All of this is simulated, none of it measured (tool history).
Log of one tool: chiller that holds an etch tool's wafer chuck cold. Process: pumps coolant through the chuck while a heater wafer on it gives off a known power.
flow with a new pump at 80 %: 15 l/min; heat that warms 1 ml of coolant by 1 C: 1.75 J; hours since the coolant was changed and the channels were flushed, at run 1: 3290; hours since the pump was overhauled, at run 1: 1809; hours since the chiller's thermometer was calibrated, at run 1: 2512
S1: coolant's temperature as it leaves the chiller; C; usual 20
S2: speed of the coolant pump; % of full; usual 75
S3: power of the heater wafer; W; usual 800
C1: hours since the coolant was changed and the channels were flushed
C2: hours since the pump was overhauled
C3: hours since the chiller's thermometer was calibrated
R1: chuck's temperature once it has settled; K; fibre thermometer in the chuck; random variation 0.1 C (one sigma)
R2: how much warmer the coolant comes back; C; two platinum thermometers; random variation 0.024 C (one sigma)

run,hour,S1,S2,S3,C1,C2,C3,R1,R2
1,0,20,75,800,3290,1809,2512,301.45,2.14
2,43.4,20,75,800,3333,1852,2555,301.55,2.11
3,102.6,20,75,800,3392,1912,2615,301.65,2.16
4,151.9,20,82,800,3442,1961,2664,301.15,1.95
5,211.3,20,82,800,3501,2020,2723,301.15,1.96
# hour 310.1: coolant changed, channels flushed
6,310.1,20,82,800,0,2113,2816,300.25,1.96
7,361.9,20,82,800,52,2165,2868,300.35,1.98
8,442,20,82,800,132,2245,2948,300.25,1.97
9,504,20,75,800,194,2307,3010,300.85,2.17
10,569.8,20,75,800,260,2373,3076,300.95,2.17
11,638.5,20,75,800,328,2442,3144,300.85,2.19
12,696.5,20,75,800,386,2500,3202,301.05,2.17
13,747.9,20,75,1054,438,2551,3254,303.45,2.86
14,807,20,75,1054,497,2610,3313,303.45,2.91
15,878.3,20,75,1054,568,2681,3384,303.65,2.91
16,935.5,20,75,1054,625,2739,3441,303.45,2.92
17,992.3,20,75,1054,682,2795,3498,303.65,2.95
18,1059.1,20,75,1054,749,2862,3565,303.65,2.93
19,1122.6,20,75,647,812,2926,3628,299.85,1.83
20,1196.9,20,75,647,887,3000,3703,299.95,1.81
21,1263.2,20,74,473,953,3066,3769,298.25,1.38
22,1338.1,14,90,740,1028,3141,3844,293.95,1.8
23,1398.9,19,62,578,1089,3202,3905,299.25,2
24,1450.3,19,62,578,1140,3253,3956,299.35,1.96
25,1502.9,15,65,1113,1193,3306,4009,301.15,3.63
26,1596,15,65,1032,1286,3399,4102,300.25,3.37
27,1693.5,20,75,488,1383,3497,4199,298.55,1.4
28,1776.6,20,75,488,1466,3580,4282,298.45,1.41
# hour 1836.6: chiller's thermometer calibrated
29,1856,20,75,488,1545,3658,19,298.15,1.42
30,1903,20,77,538,1592,3705,66,298.45,1.54
31,1986.4,20,77,422,1675,3788,150,297.35,1.23

How the hidden state differs across the entries between the runs, from the last listed run before each to the first after it:
Between runs 5 and 6: coolant changed, channels flushed (hour 310.1)
  heat passed by the chuck's channels, % of clean ones': 84.7 -> 99.9; flow at a given pump speed, % of a new pump's: 91 -> 90.6; coolant's true temperature over the reading, C: 0.26 -> 0.27
  measured less the result without the state, R1: +1.8 -> +0.9 K; R2: +0.17 -> +0.19 C
Between runs 28 and 29: chiller's thermometer calibrated (hour 1836.6)
  heat passed by the chuck's channels, % of clean ones': 93.5 -> 93.1; flow at a given pump speed, % of a new pump's: 84.2 -> 83.9; coolant's true temperature over the reading, C: 0.42 -> -0.09
  measured less the result without the state, R1: +1.4 -> +0.9 K; R2: +0.22 -> +0.23 C
